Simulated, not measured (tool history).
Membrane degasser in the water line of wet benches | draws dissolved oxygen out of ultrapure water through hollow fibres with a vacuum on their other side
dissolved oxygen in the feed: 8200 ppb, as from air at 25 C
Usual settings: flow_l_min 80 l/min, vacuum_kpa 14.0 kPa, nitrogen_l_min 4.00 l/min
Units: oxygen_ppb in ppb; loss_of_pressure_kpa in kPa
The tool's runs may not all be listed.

run    hour  flow_l_min  vacuum_kpa  nitrogen_l_min  oxygen_ppb  loss_of_pressure_kpa
  1     0.0          80        14.0            4.00       523.9                 52.66
  2    85.2          80        14.0            4.00       530.9                 52.97
  3   159.8          80        14.0            4.00       529.1                 52.39
  4   242.1          80        14.0            4.00       524.6                 53.07
  5   335.6          80        14.0            4.00       526.2                 53.28
  6   428.6          80        14.0            4.00       527.8                 52.85
  7   502.8          80        14.0            4.00       530.8                 53.11
      516.9  -- seals of the vacuum lines changed
  8   572.0          80        14.0            4.00       529.6                 52.75
  9   658.3          89        14.0            4.00       587.7                 58.75
 10   726.0          89        14.0            4.00       587.4                 58.98
 11   795.9          89        14.0            3.33       664.2                 58.91
 12   842.7          89        14.0            3.33       670.4                 59.07
 13   919.4          89        14.0            3.33       663.5                 58.87
 14   975.7          89        14.0            3.33       666.5                 59.35
 15  1015.5         124        13.0            7.33       520.0                 81.82
 16  1054.3          54        14.0            1.64       720.4                 35.88
 17  1112.8         110        14.0            1.65      1254.4                 73.04
 18  1196.8         110        14.0            1.65      1256.7                 72.38
 19  1289.5          80         9.0            4.00       322.3                 53.06
 20  1355.2          79        26.2           10.41       469.3                 52.02
 21  1447.4          57        13.2            4.00       350.4                 37.76
 22  1512.9          55        20.7            5.62       419.0                 36.25
 23  1563.2          64        15.0            6.24       319.6                 42.38
 24  1636.6          80        14.0            4.37       495.2                 52.85
 25  1718.1          57        27.5            6.27       528.1                 37.51
 26  1797.6         109        27.5            6.27       977.7                 71.72

Run 27 comes next. What will it give?
 27  1850.0         109        27.5            6.27           ?                     ?

oxygen_ppb: 974.3 ppb
loss_of_pressure_kpa: 71.36 kPa
Without the tool's hidden state the same run would have given oxygen_ppb 973.9 ppb, loss_of_pressure_kpa 71.33 kPa.
